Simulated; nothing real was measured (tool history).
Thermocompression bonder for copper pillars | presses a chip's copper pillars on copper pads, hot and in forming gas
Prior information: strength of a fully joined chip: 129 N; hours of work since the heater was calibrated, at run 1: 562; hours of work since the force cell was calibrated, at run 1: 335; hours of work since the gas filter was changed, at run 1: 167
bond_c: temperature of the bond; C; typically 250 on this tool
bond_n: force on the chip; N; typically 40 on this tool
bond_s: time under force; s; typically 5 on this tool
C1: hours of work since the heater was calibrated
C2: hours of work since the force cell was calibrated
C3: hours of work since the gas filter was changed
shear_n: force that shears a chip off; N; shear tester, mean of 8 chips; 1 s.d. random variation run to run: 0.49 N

run 1 day=0 | bond_c=250 bond_n=40 bond_s=5 | C1=562 C2=335 C3=167 | shear_n=48.5
run 2 day=0.821 | bond_c=250 bond_n=40 bond_s=5 | C1=572 C2=345 C3=177 | shear_n=47.9
run 3 day=1.925 | bond_c=250 bond_n=40 bond_s=5 | C1=586 C2=358 C3=191 | shear_n=49.3
run 4 day=2.8 | bond_c=250 bond_n=40 bond_s=5 | C1=597 C2=369 C3=202 | shear_n=48.6
-- day=2.904 forming gas filter changed
run 5 day=3.838 | bond_c=250 bond_n=40 bond_s=5 | C1=609 C2=382 C3=11 | shear_n=50.2
run 6 day=4.662 | bond_c=250 bond_n=40 bond_s=5 | C1=619 C2=392 C3=22 | shear_n=50.4
run 7 day=6.092 | bond_c=250 bond_n=40 bond_s=5 | C1=637 C2=409 C3=39 | shear_n=49.7
run 8 day=6.996 | bond_c=250 bond_n=40 bond_s=5 | C1=648 C2=421 C3=50 | shear_n=49.2
-- day=7.325 heater calibrated with a thermocouple chip
run 9 day=7.883 | bond_c=272 bond_n=40 bond_s=5 | C1=7 C2=430 C3=60 | shear_n=63.2
run 10 day=8.871 | bond_c=272 bond_n=28 bond_s=5 | C1=19 C2=443 C3=72 | shear_n=44.2
run 11 day=9.729 | bond_c=272 bond_n=28 bond_s=5 | C1=30 C2=453 C3=83 | shear_n=44.5
run 12 day=10.417 | bond_c=250 bond_n=40 bond_s=4 | C1=38 C2=462 C3=91 | shear_n=45.6
run 13 day=11.317 | bond_c=250 bond_n=40 bond_s=4 | C1=49 C2=473 C3=102 | shear_n=47.4
run 14 day=12.333 | bond_c=250 bond_n=40 bond_s=4 | C1=62 C2=485 C3=115 | shear_n=45.9
run 15 day=13.05 | bond_c=250 bond_n=40 bond_s=4 | C1=70 C2=494 C3=124 | shear_n=46.3
run 16 day=13.892 | bond_c=250 bond_n=40 bond_s=4 | C1=81 C2=504 C3=134 | shear_n=46
-- day=14.371 heater calibrated with a thermocouple chip, once more
run 17 day=15.204 | bond_c=250 bond_n=40 bond_s=4 | C1=10 C2=520 C3=149 | shear_n=38.8
run 18 day=16.604 | bond_c=250 bond_n=40 bond_s=4 | C1=27 C2=537 C3=166 | shear_n=39.2
run 19 day=18.121 | bond_c=267 bond_n=40 bond_s=3 | C1=46 C2=555 C3=185 | shear_n=42.6
run 20 day=18.833 | bond_c=267 bond_n=40 bond_s=3 | C1=55 C2=564 C3=194 | shear_n=43.2
run 21 day=19.496 | bond_c=234 bond_n=40 bond_s=3 | C1=63 C2=572 C3=202 | shear_n=27.9
-- day=19.65 forming gas filter changed
run 22 day=20.925 | bond_c=234 bond_n=40 bond_s=3 | C1=80 C2=590 C3=16 | shear_n=30.1
run 23 day=22.204 | bond_c=234 bond_n=40 bond_s=3 | C1=96 C2=605 C3=31 | shear_n=29.3
run 24 day=23.592 | bond_c=224 bond_n=40 bond_s=10 | C1=113 C2=622 C3=48 | shear_n=42.7
run 25 day=24.446 | bond_c=224 bond_n=29 bond_s=5 | C1=124 C2=633 C3=59 | shear_n=22.4
run 26 day=25.671 | bond_c=252 bond_n=33 bond_s=15 | C1=139 C2=648 C3=74 | shear_n=58.7
run 27 day=26.546 | bond_c=252 bond_n=33 bond_s=15 | C1=149 C2=659 C3=85 | shear_n=58.6
run 28 day=27.321 | bond_c=252 bond_n=33 bond_s=15 | C1=159 C2=668 C3=94 | shear_n=58

What differs in the tool's unlogged condition from the final listed run ahead of each entry between runs to the first listed run following it?
Logged between run 4 and run 5: forming gas filter changed (day 2.904)
  true temperature of the bond over the reading, C: 10.5 -> 10.7; force that reaches the chip, % of what is set: 96.8 -> 96.7; oxide that the forming gas leaves, % of the face: 2.96 -> 0.71
  measured minus no-state result, shear_n: +2.8 -> +4 N
Logged between run 8 and run 9: heater calibrated with a thermocouple chip (day 7.325)
  true temperature of the bond over the reading, C: 11.5 -> 13.5; force that reaches the chip, % of what is set: 96.4 -> 96.3; oxide that the forming gas leaves, % of the face: 1.18 -> 1.3
  measured minus no-state result, shear_n: +3.9 -> +5 N
Logged between run 16 and run 17: heater calibrated with a thermocouple chip, once more (day 14.371)
  true temperature of the bond over the reading, C: 14.9 -> 0.7; force that reaches the chip, % of what is set: 95.7 -> 95.6; oxide that the forming gas leaves, % of the face: 2.16 -> 2.34
  measured minus no-state result, shear_n: +4.6 -> -2.4 N
Logged between run 21 and run 22: forming gas filter changed (day 19.65)
  true temperature of the bond over the reading, C: 1.7 -> 2; force that reaches the chip, % of what is set: 95.2 -> 95.1; oxide that the forming gas leaves, % of the face: 2.95 -> 0.74
  measured minus no-state result, shear_n: -1.7 -> -1 N

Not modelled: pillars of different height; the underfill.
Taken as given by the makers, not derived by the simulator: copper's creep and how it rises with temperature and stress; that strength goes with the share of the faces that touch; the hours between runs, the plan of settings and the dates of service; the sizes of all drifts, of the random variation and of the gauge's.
